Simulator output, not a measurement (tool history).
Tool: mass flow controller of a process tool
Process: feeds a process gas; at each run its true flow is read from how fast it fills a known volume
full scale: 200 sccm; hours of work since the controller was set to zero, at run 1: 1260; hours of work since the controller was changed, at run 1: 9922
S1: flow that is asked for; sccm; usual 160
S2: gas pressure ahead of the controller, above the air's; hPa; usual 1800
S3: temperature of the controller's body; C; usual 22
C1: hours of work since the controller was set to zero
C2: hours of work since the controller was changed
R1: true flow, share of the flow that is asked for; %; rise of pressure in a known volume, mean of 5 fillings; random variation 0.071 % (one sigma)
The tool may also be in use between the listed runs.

run    hour   S1    S2  S3    C1     C2      R1
  1       0  160  1800  22  1260   9922   99.58
  2     320  160  1800  22  1495  10157    99.8
  3   684.7  160  1800  35  1763  10425   98.92
     1173.1  -- controller exchanged for a calibrated one
  4  1208.2  160  1800  22    26     26   99.98
  5  1625.3  160  1800  22   332    332  100.11
  6  1957.6  160  1800  22   577    577   100.2
  7  2424.9   97  2640  34   920    920   98.02
  8  2745.1   97  2640  34  1155   1155    98.2
  9  3172.7   34  2430  29  1470   1470   97.76
 10  3645.6   34  2430  29  1817   1817   97.95
 11  4112.2  160  1570  36  2160   2160  100.11
 12  4409.9  160  1570  36  2379   2379   100.1

Forecast each of these 5 alternatives for the next run:
  A  4626.3  160  2560  22  2538  2538   ?
  B  4626.3   24  1570  25  2538  2538   ?
  C  4626.3  108  1980  23  2538  2538   ?
  D  4626.3   36  1570  36  2538  2538   ?
  E  4626.3  160  1410  32  2538  2538   ?

run      R1
  A  100.64
  B   98.82
  C  100.08
  D   98.22
  E  100.58
Without the tool's hidden state the same runs would have given:
run     R1
  A  99.21
  B  97.41
  C  98.66
  D  96.82
  E  99.16

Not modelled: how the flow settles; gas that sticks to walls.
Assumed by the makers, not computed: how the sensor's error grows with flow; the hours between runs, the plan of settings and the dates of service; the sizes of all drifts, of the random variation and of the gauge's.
